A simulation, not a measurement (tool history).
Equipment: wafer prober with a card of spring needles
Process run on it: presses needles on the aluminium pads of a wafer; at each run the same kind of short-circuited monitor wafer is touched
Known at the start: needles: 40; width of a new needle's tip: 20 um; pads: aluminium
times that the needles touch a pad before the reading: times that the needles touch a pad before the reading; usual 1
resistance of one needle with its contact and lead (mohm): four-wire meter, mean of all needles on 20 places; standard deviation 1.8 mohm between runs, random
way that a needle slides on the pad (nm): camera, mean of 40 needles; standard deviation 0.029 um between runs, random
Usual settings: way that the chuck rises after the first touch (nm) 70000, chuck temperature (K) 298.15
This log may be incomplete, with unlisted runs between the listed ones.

| run | hour | way that the chuck rises after the first touch (nm) | chuck temperature (K) | times that the needles touch a pad before the reading | resistance of one needle with its contact and lead (mohm) | way that a needle slides on the pad (nm) |
|---|---|---|---|---|---|---|
| 1 | 0.0 | 70000 | 298.15 | 1 | 305 | 10290 |
|  | 4.8 | tips cleaned on abrasive film |
| 2 | 9.5 | 70000 | 298.15 | 1 | 242 | 10260 |
| 3 | 21.9 | 70000 | 298.15 | 1 | 295 | 10200 |
|  | 27.1 | tips cleaned on abrasive film |
| 4 | 30.8 | 70000 | 298.15 | 1 | 228 | 10250 |
| 5 | 45.8 | 70000 | 298.15 | 1 | 298 | 10240 |
|  | 49.5 | tips cleaned on abrasive film |
| 6 | 56.0 | 70000 | 298.15 | 1 | 250 | 10210 |
| 7 | 67.9 | 85000 | 298.15 | 1 | 256 | 12520 |
|  | 72.5 | tips cleaned on abrasive film |
| 8 | 82.3 | 85000 | 351.15 | 1 | 249 | 12480 |
|  | 91.6 | height of the first contact set anew |
|  | 95.3 | tips cleaned on abrasive film |
| 9 | 96.3 | 74000 | 379.15 | 1 | 222 | 11200 |
| 10 | 104.2 | 54000 | 298.15 | 2 | 266 | 8130 |
| 11 | 111.8 | 54000 | 298.15 | 2 | 288 | 8150 |
|  | 118.1 | tips cleaned on abrasive film |
| 12 | 119.5 | 56000 | 298.15 | 3 | 214 | 8460 |
| 13 | 134.7 | 79000 | 363.15 | 1 | 273 | 11930 |
|  | 141.3 | tips cleaned on abrasive film |
| 14 | 141.3 | 77000 | 298.15 | 1 | 198 | 11650 |
| 15 | 154.2 | 77000 | 298.15 | 1 | 261 | 11540 |
| 16 | 162.9 | 71000 | 311.15 | 1 | 299 | 10680 |

Each row is a separate what-if for the run after 16, all from the same tool condition, not one after another. Results?
|  | 164.3 | tips cleaned on abrasive film |
| A | 174.6 | 85000 | 311.15 | 2 | ? | ? |
|  | 164.3 | tips cleaned on abrasive film |
| B | 174.6 | 62000 | 298.15 | 1 | ? | ? |
|  | 164.3 | tips cleaned on abrasive film |
| C | 174.6 | 71000 | 371.15 | 2 | ? | ? |
|  | 164.3 | tips cleaned on abrasive film |
| D | 174.6 | 71000 | 311.15 | 1 | ? | ? |
|  | 164.3 | tips cleaned on abrasive film |
| E | 174.6 | 51000 | 326.15 | 1 | ? | ? |

| run | resistance of one needle with its contact and lead (mohm) | way that a needle slides on the pad (nm) |
|---|---|---|
| A | 223 | 12810 |
| B | 291 | 9320 |
| C | 253 | 10680 |
| D | 272 | 10660 |
| E | 347 | 7700 |
Without the tool's unlogged condition, the same runs would have read:
| run | resistance of one needle with its contact and lead (mohm) | way that a needle slides on the pad (nm) |
|---|---|---|
| A | 190 | 12870 |
| B | 193 | 9370 |
| C | 211 | 10740 |
| D | 197 | 10720 |
| E | 210 | 7760 |
